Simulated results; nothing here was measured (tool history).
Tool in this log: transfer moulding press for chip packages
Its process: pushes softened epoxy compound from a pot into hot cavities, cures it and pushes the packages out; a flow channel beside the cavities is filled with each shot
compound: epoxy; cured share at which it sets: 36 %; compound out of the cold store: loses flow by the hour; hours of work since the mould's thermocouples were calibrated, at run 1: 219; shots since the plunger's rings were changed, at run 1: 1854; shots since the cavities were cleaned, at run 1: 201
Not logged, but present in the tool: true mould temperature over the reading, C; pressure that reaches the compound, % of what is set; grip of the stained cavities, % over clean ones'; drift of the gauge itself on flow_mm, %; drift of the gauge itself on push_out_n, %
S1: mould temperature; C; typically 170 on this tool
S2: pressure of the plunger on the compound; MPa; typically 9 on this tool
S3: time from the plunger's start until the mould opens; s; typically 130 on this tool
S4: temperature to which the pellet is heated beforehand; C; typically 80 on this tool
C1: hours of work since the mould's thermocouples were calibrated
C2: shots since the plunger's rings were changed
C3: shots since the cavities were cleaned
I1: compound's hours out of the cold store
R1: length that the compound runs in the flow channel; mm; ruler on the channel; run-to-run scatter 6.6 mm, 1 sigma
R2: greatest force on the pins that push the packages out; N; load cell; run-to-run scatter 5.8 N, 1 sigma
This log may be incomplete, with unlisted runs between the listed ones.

run 1 hour=0 | S1=170 S2=9 S3=130 S4=80 | C1=219 C2=1854 C3=201 | I1=40.9 | R1=706 R2=272
run 2 hour=14 | S1=170 S2=9 S3=130 S4=80 | C1=226 C2=1961 C3=308 | I1=12.6 | R1=755 R2=307
run 3 hour=32.6 | S1=170 S2=9 S3=130 S4=80 | C1=235 C2=2104 C3=451 | I1=12.7 | R1=769 R2=339
-- hour=38.6 cavities cleaned with cleaning compound and waxed
run 4 hour=46.2 | S1=170 S2=9 S3=130 S4=80 | C1=241 C2=2197 C3=59 | I1=33.2 | R1=711 R2=234
run 5 hour=65.6 | S1=170 S2=9 S3=130 S4=80 | C1=251 C2=2345 C3=207 | I1=36.4 | R1=697 R2=284
run 6 hour=77.5 | S1=170 S2=9 S3=130 S4=80 | C1=256 C2=2436 C3=298 | I1=21.8 | R1=726 R2=289
run 7 hour=91.6 | S1=170 S2=9 S3=130 S4=80 | C1=263 C2=2545 C3=407 | I1=14.7 | R1=733 R2=339
-- hour=103.5 cavities cleaned with cleaning compound and waxed
run 8 hour=110.7 | S1=170 S2=9 S3=130 S4=80 | C1=272 C2=2680 C3=56 | I1=37.9 | R1=699 R2=230
run 9 hour=121.4 | S1=170 S2=9 S3=130 S4=80 | C1=277 C2=2762 C3=138 | I1=21.1 | R1=723 R2=258
run 10 hour=135.3 | S1=170 S2=9 S3=130 S4=80 | C1=284 C2=2868 C3=244 | I1=17.4 | R1=729 R2=286
run 11 hour=150.7 | S1=170 S2=9 S3=150 S4=80 | C1=291 C2=2987 C3=363 | I1=15.4 | R1=729 R2=254
-- hour=168.4 cavities cleaned with cleaning compound and waxed
run 12 hour=171.7 | S1=170 S2=9 S3=150 S4=80 | C1=301 C2=3136 C3=25 | I1=13.9 | R1=731 R2=187
-- hour=180.3 mould's thermocouples calibrated
run 13 hour=190.6 | S1=170 S2=9 S3=130 S4=80 | C1=5 C2=3265 C3=154 | I1=46.2 | R1=666 R2=251
run 14 hour=210.1 | S1=170 S2=9 S3=130 S4=80 | C1=15 C2=3415 C3=304 | I1=32.4 | R1=688 R2=291
run 15 hour=229.7 | S1=170 S2=9 S3=130 S4=80 | C1=24 C2=3566 C3=455 | I1=18.6 | R1=720 R2=333
-- hour=235 cavities cleaned with cleaning compound and waxed
run 16 hour=244.6 | S1=172 S2=8.66 S3=153 S4=88 | C1=31 C2=3668 C3=73 | I1=18.3 | R1=693 R2=189
run 17 hour=260.2 | S1=166 S2=7.27 S3=130 S4=79 | C1=38 C2=3788 C3=193 | I1=24.9 | R1=639 R2=358
run 18 hour=273.7 | S1=174 S2=7.27 S3=129 S4=79 | C1=45 C2=3891 C3=296 | I1=46.4 | R1=592 R2=257
run 19 hour=284.7 | S1=170 S2=7.58 S3=120 S4=82 | C1=50 C2=3976 C3=381 | I1=39.4 | R1=616 R2=357
run 20 hour=293.4 | S1=177 S2=9.73 S3=112 S4=79 | C1=55 C2=4042 C3=447 | I1=10.3 | R1=740 R2=323
-- hour=300.2 cavities cleaned with cleaning compound and waxed
run 21 hour=311 | S1=170 S2=9.73 S3=157 S4=74 | C1=62 C2=4165 C3=82 | I1=28 | R1=710 R2=207
run 22 hour=326.8 | S1=173 S2=9 S3=153 S4=80 | C1=70 C2=4287 C3=204 | I1=39.4 | R1=655 R2=221
run 23 hour=340.6 | S1=170 S2=8.78 S3=141 S4=76 | C1=77 C2=4393 C3=310 | I1=22.3 | R1=695 R2=292
run 24 hour=351.8 | S1=178 S2=8.78 S3=141 S4=89 | C1=82 C2=4478 C3=395 | I1=10.8 | R1=687 R2=250
-- hour=364.9 cavities cleaned with cleaning compound and waxed
run 25 hour=364.9 | S1=173 S2=9 S3=160 S4=77 | C1=88 C2=4568 C3=0 | I1=13.5 | R1=707 R2=180
run 26 hour=376.8 | S1=173 S2=9 S3=160 S4=77 | C1=94 C2=4658 C3=90 | I1=15.7 | R1=704 R2=192
run 27 hour=388.3 | S1=178 S2=8.78 S3=132 S4=90 | C1=99 C2=4747 C3=179 | I1=32.6 | R1=639 R2=220
run 28 hour=399.9 | S1=178 S2=9.28 S3=110 S4=90 | C1=105 C2=4836 C3=268 | I1=23.7 | R1=678 R2=275

4 ways to go on from here, each from the tool as it stands after run 28. What would each give?
run A hour=415.3 | S1=178 S2=9.28 S3=110 S4=84 | C1=113 C2=4954 C3=386 | I1=14 | R1=? R2=?
run B hour=415.3 | S1=171 S2=8.13 S3=124 S4=90 | C1=113 C2=4954 C3=386 | I1=16.7 | R1=? R2=?
run C hour=415.3 | S1=165 S2=9.28 S3=113 S4=88 | C1=113 C2=4954 C3=386 | I1=36.2 | R1=? R2=?
run D hour=415.3 | S1=170 S2=9 S3=143 S4=80 | C1=113 C2=4954 C3=386 | I1=38 | R1=? R2=?

run=A R1=681 R2=301
run=B R1=664 R2=342
run=C R1=696 R2=586
run=D R1=667 R2=296
With the hidden condition removed and each run's random variation left untouched, the same runs would have given:
run=A R1=760 R2=199
run=B R1=739 R2=227
run=C R1=775 R2=390
run=D R1=742 R2=196
